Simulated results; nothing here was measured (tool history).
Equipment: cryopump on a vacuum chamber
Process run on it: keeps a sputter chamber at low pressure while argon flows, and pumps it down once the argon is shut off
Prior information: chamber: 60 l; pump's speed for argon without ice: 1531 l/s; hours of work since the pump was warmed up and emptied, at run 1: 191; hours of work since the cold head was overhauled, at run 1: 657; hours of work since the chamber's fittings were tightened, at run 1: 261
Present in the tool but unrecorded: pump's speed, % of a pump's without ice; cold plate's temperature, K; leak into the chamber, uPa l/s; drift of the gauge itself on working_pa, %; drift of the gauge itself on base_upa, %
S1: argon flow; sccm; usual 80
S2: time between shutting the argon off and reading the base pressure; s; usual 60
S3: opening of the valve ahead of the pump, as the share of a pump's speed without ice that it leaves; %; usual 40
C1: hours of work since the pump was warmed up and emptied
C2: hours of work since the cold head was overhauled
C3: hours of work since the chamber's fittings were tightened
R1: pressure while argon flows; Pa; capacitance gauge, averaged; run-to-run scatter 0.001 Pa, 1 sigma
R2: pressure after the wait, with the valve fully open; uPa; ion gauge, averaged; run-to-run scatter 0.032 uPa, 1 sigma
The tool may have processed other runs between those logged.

| run | hour | S1 | S2 | S3 | C1 | C2 | C3 | R1 | R2 |
|---|---|---|---|---|---|---|---|---|---|
| 1 | 0.0 | 80 | 60 | 40 | 191 | 657 | 261 | 0.2358 | 1.85 |
| 2 | 18.9 | 80 | 60 | 24 | 208 | 673 | 278 | 0.3823 | 1.81 |
| 3 | 34.6 | 80 | 60 | 24 | 222 | 687 | 292 | 0.3877 | 1.83 |
| 4 | 57.6 | 80 | 60 | 24 | 242 | 707 | 312 | 0.3892 | 1.88 |
| 5 | 76.0 | 80 | 60 | 24 | 258 | 724 | 328 | 0.3880 | 1.87 |
| 6 | 99.8 | 80 | 60 | 24 | 279 | 745 | 349 | 0.3892 | 1.90 |
| 7 | 111.6 | 80 | 60 | 24 | 290 | 755 | 360 | 0.3926 | 1.87 |
| 8 | 133.7 | 80 | 60 | 40 | 309 | 774 | 379 | 0.2470 | 1.91 |
| 9 | 144.7 | 80 | 60 | 40 | 319 | 784 | 389 | 0.2477 | 1.94 |
| 10 | 160.1 | 80 | 60 | 40 | 332 | 798 | 402 | 0.2486 | 1.99 |
| 11 | 172.6 | 80 | 52 | 40 | 343 | 809 | 413 | 0.2490 | 2.19 |
| 12 | 193.3 | 80 | 52 | 40 | 361 | 827 | 431 | 0.2524 | 2.22 |
| 13 | 212.0 | 80 | 60 | 24 | 378 | 843 | 448 | 0.4013 | 2.00 |
| 14 | 228.0 | 80 | 60 | 24 | 392 | 857 | 462 | 0.4020 | 2.05 |
| 15 | 244.0 | 80 | 60 | 24 | 406 | 871 | 476 | 0.4049 | 2.01 |
| 16 | 262.3 | 85 | 60 | 24 | 422 | 887 | 492 | 0.4319 | 2.00 |
| 17 | 282.7 | 85 | 60 | 24 | 440 | 905 | 510 | 0.4347 | 2.06 |
|  | 299.6 | pump warmed up, emptied and cooled again |
| 18 | 300.9 | 83 | 207 | 28 | 1 | 917 | 522 | 0.3266 | 0.87 |
| 19 | 319.3 | 83 | 207 | 28 | 17 | 933 | 538 | 0.3290 | 0.79 |
| 20 | 340.0 | 83 | 145 | 18 | 36 | 951 | 556 | 0.5118 | 1.05 |
| 21 | 358.0 | 120 | 77 | 22 | 51 | 967 | 572 | 0.6074 | 1.60 |
| 22 | 370.4 | 120 | 77 | 22 | 62 | 978 | 583 | 0.6123 | 1.57 |
| 23 | 394.7 | 94 | 210 | 19 | 84 | 999 | 604 | 0.5562 | 0.90 |
| 24 | 419.5 | 94 | 210 | 19 | 105 | 1021 | 626 | 0.5499 | 0.88 |
| 25 | 444.2 | 33 | 45 | 19 | 127 | 1043 | 648 | 0.1968 | 2.52 |
| 26 | 458.6 | 138 | 133 | 29 | 140 | 1056 | 660 | 0.5449 | 1.16 |
| 27 | 482.7 | 138 | 133 | 29 | 161 | 1077 | 681 | 0.5450 | 1.22 |
| 28 | 493.8 | 48 | 214 | 33 | 171 | 1087 | 691 | 0.1695 | 0.95 |
| 29 | 520.2 | 80 | 25 | 40 | 194 | 1110 | 714 | 0.2344 | 4.06 |
| 30 | 539.4 | 80 | 25 | 40 | 211 | 1127 | 731 | 0.2390 | 4.19 |
| 31 | 553.8 | 80 | 25 | 40 | 223 | 1139 | 744 | 0.2367 | 4.07 |
| 32 | 575.0 | 80 | 25 | 40 | 242 | 1158 | 763 | 0.2409 | 4.08 |
| 33 | 587.8 | 56 | 22 | 36 | 253 | 1169 | 774 | 0.1866 | 4.64 |
| 34 | 608.4 | 103 | 25 | 36 | 271 | 1187 | 792 | 0.3486 | 4.09 |

Predict each of these 4 candidate next runs independently; none follows another, all start after run 34:
| A | 625.6 | 75 | 82 | 20 | 287 | 1202 | 807 | ? | ? |
| B | 625.6 | 123 | 100 | 36 | 287 | 1202 | 807 | ? | ? |
| C | 625.6 | 109 | 243 | 38 | 287 | 1202 | 807 | ? | ? |
| D | 625.6 | 82 | 60 | 27 | 287 | 1202 | 807 | ? | ? |

| run | R1 | R2 |
|---|---|---|
| A | 0.4370 | 1.73 |
| B | 0.4157 | 1.54 |
| C | 0.3484 | 0.99 |
| D | 0.3591 | 2.15 |
Without the tool's unlogged condition, the same runs would have read:
| run | R1 | R2 |
|---|---|---|
| A | 0.4143 | 1.29 |
| B | 0.3783 | 1.09 |
| C | 0.3155 | 0.54 |
| D | 0.3344 | 1.71 |

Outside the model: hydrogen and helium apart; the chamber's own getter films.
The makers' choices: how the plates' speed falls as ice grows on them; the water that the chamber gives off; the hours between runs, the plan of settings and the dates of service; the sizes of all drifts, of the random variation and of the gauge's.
